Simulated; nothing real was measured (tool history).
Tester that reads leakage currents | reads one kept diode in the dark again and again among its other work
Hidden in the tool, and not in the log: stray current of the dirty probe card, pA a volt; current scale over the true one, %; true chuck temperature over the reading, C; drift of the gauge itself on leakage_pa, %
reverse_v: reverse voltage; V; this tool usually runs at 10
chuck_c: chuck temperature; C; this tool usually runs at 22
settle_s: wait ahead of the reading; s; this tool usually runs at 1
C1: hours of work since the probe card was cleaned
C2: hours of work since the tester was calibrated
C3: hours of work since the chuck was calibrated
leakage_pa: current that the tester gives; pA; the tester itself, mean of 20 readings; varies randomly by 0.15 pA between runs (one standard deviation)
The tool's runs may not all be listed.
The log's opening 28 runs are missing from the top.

run 29 hour=4275.6 | reverse_v=1.2 chuck_c=24 settle_s=1 | C1=636 C2=1533 C3=130 | leakage_pa=17.96
run 30 hour=4412.3 | reverse_v=1.8 chuck_c=26 settle_s=2.67 | C1=692 C2=1589 C3=186 | leakage_pa=25.62
run 31 hour=4498.1 | reverse_v=4.5 chuck_c=21 settle_s=0.54 | C1=728 C2=1624 C3=222 | leakage_pa=29.1
run 32 hour=4676.8 | reverse_v=11.7 chuck_c=41 settle_s=0.31 | C1=801 C2=1698 C3=295 | leakage_pa=195.95
run 33 hour=4848.7 | reverse_v=3.2 chuck_c=43 settle_s=2.99 | C1=872 C2=1769 C3=366 | leakage_pa=111.65
run 34 hour=4963.7 | reverse_v=4.4 chuck_c=22 settle_s=0.94 | C1=920 C2=1816 C3=414 | leakage_pa=30.71
run 35 hour=5083.4 | reverse_v=15.5 chuck_c=23 settle_s=4.88 | C1=969 C2=1865 C3=463 | leakage_pa=64.19
run 36 hour=5197.5 | reverse_v=3.5 chuck_c=47 settle_s=2.61 | C1=1016 C2=1912 C3=510 | leakage_pa=152.35
run 37 hour=5377.1 | reverse_v=6.3 chuck_c=52 settle_s=8.7 | C1=1090 C2=1986 C3=584 | leakage_pa=283.55
run 38 hour=5510.7 | reverse_v=2.3 chuck_c=51 settle_s=7.71 | C1=1145 C2=2041 C3=639 | leakage_pa=157.66
-- hour=5530.8 probe card cleaned and baked
run 39 hour=5704.6 | reverse_v=1.9 chuck_c=46 settle_s=0.62 | C1=72 C2=2120 C3=717 | leakage_pa=103.3

Here are 3 independent what-if runs from the current tool condition. What would each one return?
run A hour=5875.8 | reverse_v=1.9 chuck_c=46 settle_s=1.23 | C1=142 C2=2191 C3=788 | leakage_pa=?
run B hour=5875.8 | reverse_v=2.5 chuck_c=34 settle_s=0.68 | C1=142 C2=2191 C3=788 | leakage_pa=?
run C hour=5875.8 | reverse_v=19.3 chuck_c=22 settle_s=8.83 | C1=142 C2=2191 C3=788 | leakage_pa=?

run=A leakage_pa=102.59
run=B leakage_pa=52.92
run=C leakage_pa=63.35
With the hidden condition removed and each run's random variation left untouched, the same runs would have given:
run=A leakage_pa=106.27
run=B leakage_pa=54.87
run=C leakage_pa=65.3
